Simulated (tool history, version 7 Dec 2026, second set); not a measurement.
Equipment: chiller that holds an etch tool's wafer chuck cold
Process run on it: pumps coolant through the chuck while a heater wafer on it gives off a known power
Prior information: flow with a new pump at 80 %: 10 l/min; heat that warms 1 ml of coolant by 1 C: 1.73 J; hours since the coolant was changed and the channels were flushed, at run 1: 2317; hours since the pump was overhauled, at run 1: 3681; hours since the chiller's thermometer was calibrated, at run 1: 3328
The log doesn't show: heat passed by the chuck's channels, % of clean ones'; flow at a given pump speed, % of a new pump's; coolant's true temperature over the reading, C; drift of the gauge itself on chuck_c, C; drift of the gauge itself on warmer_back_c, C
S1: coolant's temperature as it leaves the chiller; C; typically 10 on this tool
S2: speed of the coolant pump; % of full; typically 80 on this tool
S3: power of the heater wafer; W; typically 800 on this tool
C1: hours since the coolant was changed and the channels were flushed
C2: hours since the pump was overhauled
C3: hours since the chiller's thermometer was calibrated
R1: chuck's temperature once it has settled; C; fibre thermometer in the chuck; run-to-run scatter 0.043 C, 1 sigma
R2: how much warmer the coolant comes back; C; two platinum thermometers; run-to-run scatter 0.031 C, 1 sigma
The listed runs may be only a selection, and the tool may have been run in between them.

{"run": 1, "day": 0.0, "S1": 10, "S2": 80, "S3": 800, "C1": 2317, "C2": 3681, "C3": 3328, "R1": 16.63, "R2": 3.24}
{"run": 2, "day": 4.846, "S1": 13, "S2": 80, "S3": 800, "C1": 2434, "C2": 3797, "C3": 3444, "R1": 19.65, "R2": 3.26}
{"run": 3, "day": 10.267, "S1": 13, "S2": 80, "S3": 800, "C1": 2564, "C2": 3928, "C3": 3574, "R1": 19.65, "R2": 3.27}
{"run": 4, "day": 14.517, "S1": 13, "S2": 80, "S3": 800, "C1": 2666, "C2": 4030, "C3": 3676, "R1": 19.64, "R2": 3.28}
{"run": 5, "day": 17.138, "S1": 13, "S2": 80, "S3": 800, "C1": 2729, "C2": 4093, "C3": 3739, "R1": 19.66, "R2": 3.35}
{"run": 6, "day": 21.279, "S1": 13, "S2": 80, "S3": 800, "C1": 2828, "C2": 4192, "C3": 3838, "R1": 19.7, "R2": 3.32}
{"run": 7, "day": 24.442, "S1": 16, "S2": 80, "S3": 800, "C1": 2904, "C2": 4268, "C3": 3914, "R1": 22.75, "R2": 3.4}
{"day": 25.433, "done": "coolant changed, channels flushed"}
{"run": 8, "day": 28.083, "S1": 16, "S2": 80, "S3": 800, "C1": 64, "C2": 4349, "C3": 3996, "R1": 22.24, "R2": 3.32}
{"run": 9, "day": 31.512, "S1": 10, "S2": 82, "S3": 800, "C1": 146, "C2": 4431, "C3": 4078, "R1": 16.09, "R2": 3.21}
{"run": 10, "day": 34.55, "S1": 10, "S2": 80, "S3": 800, "C1": 219, "C2": 4504, "C3": 4151, "R1": 16.23, "R2": 3.35}
{"run": 11, "day": 38.988, "S1": 10, "S2": 80, "S3": 800, "C1": 325, "C2": 4611, "C3": 4257, "R1": 16.21, "R2": 3.44}
{"day": 41.654, "done": "coolant pump overhauled"}
{"run": 12, "day": 42.462, "S1": 10, "S2": 80, "S3": 800, "C1": 404, "C2": 19, "C3": 4336, "R1": 15.08, "R2": 2.78}
{"run": 13, "day": 45.946, "S1": 10, "S2": 93, "S3": 800, "C1": 487, "C2": 103, "C3": 4419, "R1": 14.28, "R2": 2.36}
{"run": 14, "day": 50.096, "S1": 10, "S2": 78, "S3": 800, "C1": 587, "C2": 203, "C3": 4519, "R1": 15.24, "R2": 2.91}
{"run": 15, "day": 54.892, "S1": 10, "S2": 75, "S3": 800, "C1": 702, "C2": 318, "C3": 4634, "R1": 15.47, "R2": 3.06}
{"run": 16, "day": 57.221, "S1": 10, "S2": 80, "S3": 800, "C1": 758, "C2": 374, "C3": 4690, "R1": 15.13, "R2": 2.85}
{"run": 17, "day": 60.292, "S1": 10, "S2": 80, "S3": 800, "C1": 832, "C2": 447, "C3": 4764, "R1": 15.06, "R2": 2.86}
{"run": 18, "day": 64.321, "S1": 10, "S2": 79, "S3": 1010, "C1": 928, "C2": 544, "C3": 4860, "R1": 16.91, "R2": 3.68}
{"run": 19, "day": 68.229, "S1": 8, "S2": 79, "S3": 462, "C1": 1022, "C2": 638, "C3": 4954, "R1": 10.47, "R2": 1.69}
{"day": 68.642, "done": "chiller's thermometer calibrated"}
{"run": 20, "day": 72.371, "S1": 8, "S2": 79, "S3": 462, "C1": 1121, "C2": 736, "C3": 89, "R1": 11.69, "R2": 1.7}
{"run": 21, "day": 75.779, "S1": 8, "S2": 79, "S3": 462, "C1": 1202, "C2": 818, "C3": 171, "R1": 11.74, "R2": 1.73}
{"run": 22, "day": 79.917, "S1": 18, "S2": 81, "S3": 850, "C1": 1302, "C2": 917, "C3": 271, "R1": 24.77, "R2": 3.06}
{"run": 23, "day": 83.292, "S1": 18, "S2": 81, "S3": 850, "C1": 1383, "C2": 998, "C3": 352, "R1": 24.78, "R2": 3.09}
{"run": 24, "day": 85.912, "S1": 10, "S2": 80, "S3": 852, "C1": 1446, "C2": 1061, "C3": 414, "R1": 16.93, "R2": 3.1}
{"run": 25, "day": 90.717, "S1": 6, "S2": 71, "S3": 852, "C1": 1561, "C2": 1177, "C3": 530, "R1": 13.82, "R2": 3.6}
{"run": 26, "day": 96.117, "S1": 6, "S2": 90, "S3": 822, "C1": 1690, "C2": 1306, "C3": 659, "R1": 11.88, "R2": 2.64}
{"run": 27, "day": 99.975, "S1": 1, "S2": 65, "S3": 1119, "C1": 1783, "C2": 1399, "C3": 752, "R1": 12.38, "R2": 5.21}
{"run": 28, "day": 103.329, "S1": 9, "S2": 79, "S3": 407, "C1": 1863, "C2": 1479, "C3": 832, "R1": 12.3, "R2": 1.57}
{"run": 29, "day": 108.712, "S1": 17, "S2": 64, "S3": 534, "C1": 1993, "C2": 1608, "C3": 962, "R1": 22.41, "R2": 2.6}
{"run": 30, "day": 111.575, "S1": 17, "S2": 83, "S3": 534, "C1": 2061, "C2": 1677, "C3": 1030, "R1": 21.13, "R2": 1.96}
{"run": 31, "day": 117.038, "S1": 7, "S2": 94, "S3": 452, "C1": 2192, "C2": 1808, "C3": 1161, "R1": 10.03, "R2": 1.43}
{"run": 32, "day": 121.929, "S1": 2, "S2": 64, "S3": 817, "C1": 2310, "C2": 1926, "C3": 1279, "R1": 10.54, "R2": 4.07}

Pick out some run-to-run changes in R1. Of each, how much would a tool without hidden state show as well, from the settings, what came in and chance, and how much is left for the hidden state and any gauge scatter not in both results compared?
Run 11 -> 12: coolant pump overhauled. R1 -1.13 C: hidden state -1.16, all else +0.03.
Run 19 -> 20: chiller's thermometer calibrated. R1 +1.22 C: hidden state +1.24, all else -0.02.
Run 21 -> 22: S1 8 -> 18, S2 79 -> 81, S3 462 -> 850. R1 +13.03 C: hidden state +0.20, all else +12.83.
Run 27 -> 28: S1 1 -> 9, S2 65 -> 79, S3 1119 -> 407. R1 -0.08 C: hidden state -0.77, all else +0.69.
Run 28 -> 29: S1 9 -> 17, S2 79 -> 64, S3 407 -> 534. R1 +10.11 C: hidden state +0.23, all else +9.88.
Run 30 -> 31: S1 17 -> 7, S2 83 -> 94, S3 534 -> 452. R1 -11.10 C: hidden state -0.13, all else -10.97.
